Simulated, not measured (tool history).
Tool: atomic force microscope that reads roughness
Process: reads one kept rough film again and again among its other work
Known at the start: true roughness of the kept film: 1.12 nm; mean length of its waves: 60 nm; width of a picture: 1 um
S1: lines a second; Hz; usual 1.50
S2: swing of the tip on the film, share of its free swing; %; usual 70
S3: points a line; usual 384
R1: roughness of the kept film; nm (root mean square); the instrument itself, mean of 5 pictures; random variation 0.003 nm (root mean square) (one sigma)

Run 1, hour 0.0: usual settings. Result: R1 1.035 nm (root mean square).
Run 2, hour 14.8: usual settings. Result: R1 1.029 nm (root mean square).
Run 3, hour 32.2: usual settings. Result: R1 1.024 nm (root mean square).
Run 4, hour 42.8: usual settings. Result: R1 1.030 nm (root mean square).
Run 5, hour 50.8: usual settings but S3 363. Result: R1 1.021 nm (root mean square).
Run 6, hour 65.5: usual settings but S3 363. Result: R1 1.016 nm (root mean square).
Run 7, hour 81.3: usual settings but S3 863. Result: R1 1.017 nm (root mean square).
Run 8, hour 98.8: usual settings but S3 863. Result: R1 1.013 nm (root mean square).
Run 9, hour 112.5: usual settings but S3 863. Result: R1 1.015 nm (root mean square).
At hour 118.2: new tip fitted.
Run 10, hour 125.2: usual settings. Result: R1 1.031 nm (root mean square).
Run 11, hour 142.3: usual settings. Result: R1 1.029 nm (root mean square).
Run 12, hour 156.5: usual settings. Result: R1 1.029 nm (root mean square).
Run 13, hour 173.2: usual settings. Result: R1 1.020 nm (root mean square).
Run 14, hour 186.1: usual settings. Result: R1 1.027 nm (root mean square).
Run 15, hour 198.3: usual settings. Result: R1 1.020 nm (root mean square).
Run 16, hour 212.5: usual settings. Result: R1 1.010 nm (root mean square).
Run 17, hour 222.1: usual settings. Result: R1 1.012 nm (root mean square).
At hour 236.3: new tip fitted.
Run 18, hour 237.4: usual settings but S1 0.78 Hz. Result: R1 1.068 nm (root mean square).
Run 19, hour 245.4: usual settings but S1 0.78 Hz. Result: R1 1.071 nm (root mean square).
Run 20, hour 262.3: usual settings but S1 0.78 Hz. Result: R1 1.070 nm (root mean square).
Run 21, hour 279.0: usual settings but S1 0.78 Hz. Result: R1 1.061 nm (root mean square).
Run 22, hour 296.1: usual settings but S1 0.78 Hz. Result: R1 1.059 nm (root mean square).
Run 23, hour 307.6: usual settings but S1 0.78 Hz. Result: R1 1.058 nm (root mean square).
Run 24, hour 316.6: usual settings but S1 0.78 Hz. Result: R1 1.050 nm (root mean square).
Run 25, hour 329.6: usual settings but S1 1.80 Hz, S2 57 %, S3 490. Result: R1 1.046 nm (root mean square).

The next listed run, before its measurement:
Run 26, hour 342.6: usual settings but S1 0.64 Hz, S2 55 %, S3 474. Result: R1 ?.

{"run 26": {"R1": 1.07}}
Without the tool's hidden state the same run would have given R1 1.091 nm (root mean square).

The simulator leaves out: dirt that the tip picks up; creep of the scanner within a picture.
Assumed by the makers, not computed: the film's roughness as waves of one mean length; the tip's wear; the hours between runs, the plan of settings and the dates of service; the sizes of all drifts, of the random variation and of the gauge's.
